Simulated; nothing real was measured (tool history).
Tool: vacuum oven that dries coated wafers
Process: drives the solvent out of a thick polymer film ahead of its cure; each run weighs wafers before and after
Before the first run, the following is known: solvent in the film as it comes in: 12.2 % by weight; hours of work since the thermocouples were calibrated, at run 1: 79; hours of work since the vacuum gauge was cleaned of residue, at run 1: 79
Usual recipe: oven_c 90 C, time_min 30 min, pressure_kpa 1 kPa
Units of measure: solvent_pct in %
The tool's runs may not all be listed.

run   hour  oven_c  time_min  pressure_kpa  hours of work since the thermocouples were calibrated  hours of work since the vacuum gauge was cleaned of residue  solvent_pct
  1      0      90        30             1                                                     79                                                           79         0.78
  2     28      90        30             1                                                     91                                                           91         0.79
  3   54.2     100        30             1                                                    102                                                          102         0.32
  4   82.3      99        30             1                                                    114                                                          114         0.32
  5  107.1      99        30             1                                                    124                                                          124         0.32
  6  130.3      90        30             1                                                    134                                                          134          0.8
  7  169.1      81        30             1                                                    151                                                          151         2.31
  8  206.3      81        30             1                                                    167                                                          167         2.34
  9  252.8      81        30             1                                                    187                                                          187         2.32
 10  290.9      81        30             1                                                    203                                                          203         2.35
 11  325.9      81        30             1                                                    218                                                          218         2.34
 12  351.4      90        30          1.22                                                    229                                                          229         0.92
 13  374.9      90        30          1.22                                                    239                                                          239         0.91
 14    412      90        30             1                                                    254                                                          254         0.83
 15  460.8      90        30             1                                                    275                                                          275         0.85
 16  499.4      84        43          0.72                                                    292                                                          292         0.91
 17  547.8      90        25          1.35                                                    312                                                          312         1.27
 18  584.5      81        21          1.93                                                    328                                                          328         3.94
 19  606.1      81        21          1.93                                                    337                                                          337         3.97
 20  631.9      87        30             1                                                    348                                                          348         1.22
 21  679.5      93        50          3.97                                                    368                                                          368         1.55
 22  713.8      93        50          3.97                                                    383                                                          383         1.52
 23  756.8     100        50          2.02                                                    401                                                          401         0.62
 24    783      80        19          3.18                                                    413                                                          413         5.18
 25  832.3     102        19          0.58                                                    434                                                          434         0.28
 26  872.9      90        18             1                                                    451                                                          451         1.85
 27  903.1      90        42          0.56                                                    464                                                          464         0.45
 28  936.1     103        45           1.3                                                    478                                                          478         0.38

Predict each of these 3 candidate next runs independently; none follows another, all start after run 28:
  A  978.1      85        22          0.95                                                    496                                                          496            ?
  B  978.1      90        34             1                                                    496                                                          496            ?
  C  978.1     103        42           1.3                                                    496                                                          496            ?

run  solvent_pct
  A         2.37
  B         0.74
  C          0.4
Take away the tool's hidden state, keep each run's random variation, and the runs would have read:
run  solvent_pct
  A         2.17
  B         0.63
  C         0.35
